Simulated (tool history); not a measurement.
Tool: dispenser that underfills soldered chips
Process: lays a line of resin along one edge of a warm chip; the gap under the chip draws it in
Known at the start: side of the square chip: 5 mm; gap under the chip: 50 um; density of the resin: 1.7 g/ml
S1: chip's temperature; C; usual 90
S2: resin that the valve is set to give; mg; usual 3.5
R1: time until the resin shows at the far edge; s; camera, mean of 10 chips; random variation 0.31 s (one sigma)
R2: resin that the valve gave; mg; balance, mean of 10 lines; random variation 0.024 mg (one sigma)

run,hour,S1,S2,R1,R2
1,0,90,3.5,13.5,3.45
# hour 4.1: new syringe of resin
# hour 16.1: new syringe of resin
2,16.6,90,3.5,9.8,3.42
# hour 28.6: new syringe of resin
3,30.7,90,3.5,11.6,3.38
# hour 40.4: new syringe of resin
4,43.6,90,3.5,11.8,3.44
# hour 52.5: new syringe of resin
5,57.4,90,3.5,12.6,3.36
# hour 64.8: new syringe of resin
# hour 71.5: dispensing valve cleaned and set on the balance
6,73.5,90,3.5,14.5,3.52
# hour 78.2: new syringe of resin
7,81.3,90,3.77,10.9,3.78
# hour 89.7: new syringe of resin
8,97.8,90,3.77,14.4,3.73
# hour 101.7: new syringe of resin
9,109.7,90,3.77,14.5,3.76
# hour 113.8: new syringe of resin
# hour 125.2: new syringe of resin
10,125.2,90,3.77,9.5,3.72
# hour 136.9: new syringe of resin
11,137.7,90,3.77,10.4,3.68
12,147.3,90,3.77,16.5,3.68
# hour 148.9: new syringe of resin
13,155,90,3.77,13,3.68
# hour 160.3: new syringe of resin
14,164.8,90,3.77,11.8,3.66
# hour 171.8: new syringe of resin
15,172.2,90,3.5,9.8,3.4
# hour 184.2: new syringe of resin
16,184.4,90,3.05,10.5,2.94
# hour 187.8: dispensing valve cleaned and set on the balance
17,194.1,90,4.29,15.9,4.27
# hour 197.4: new syringe of resin
18,206.5,75,4.29,29,4.25
# hour 208.9: new syringe of resin
# hour 221.2: new syringe of resin
19,221.3,75,4.29,18.7,4.23
# hour 233.7: new syringe of resin
20,237.4,103,3.5,7.1,3.43
# hour 245.2: new syringe of resin
21,246.9,103,3.5,6.5,3.41
# hour 257: new syringe of resin
22,261.4,86,4.49,14.2,4.34
# hour 268.9: new syringe of resin
23,271.5,94,3.12,10.2,3.01
# hour 280.4: new syringe of resin
24,283,101,3.5,7.1,3.37
# hour 292.2: new syringe of resin
25,292.2,99,3.1,6.9,2.94
# hour 304.2: dispensing valve cleaned and set on the balance
# hour 305.3: new syringe of resin
26,306.2,100,3.88,6.9,3.88
# hour 317.4: new syringe of resin
27,321.5,88,3.76,13.2,3.68
# hour 329.2: new syringe of resin
28,335.7,90,3.14,14.4,3.09
# hour 341.5: new syringe of resin
29,345.9,95,3.2,10.5,3.18
# hour 353.5: new syringe of resin
30,361.4,95,3.2,12.4,3.14
# hour 365.7: new syringe of resin
31,370.2,95,3.2,10.1,3.14
# hour 377.1: new syringe of resin
32,382.6,95,3.2,11.2,3.06
# hour 389.3: new syringe of resin
33,396.3,97,3.56,11.2,3.47

Forecast each of these 4 alternatives for the next run:
# hour 401.6: new syringe of resin
A,404.3,85,3.35,?,?
# hour 401.6: new syringe of resin
B,404.3,92,3.43,?,?
# hour 401.6: new syringe of resin
C,404.3,79,3.64,?,?
# hour 401.6: new syringe of resin
D,404.3,83,4.5,?,?

run,R1,R2
A,15.3,3.24
B,10.9,3.29
C,18.1,3.54
D,15.7,4.26
Without the tool's hidden state the same runs would have given:
run,R1,R2
A,11.5,3.37
B,8.2,3.42
C,13.4,3.67
D,11.6,4.42
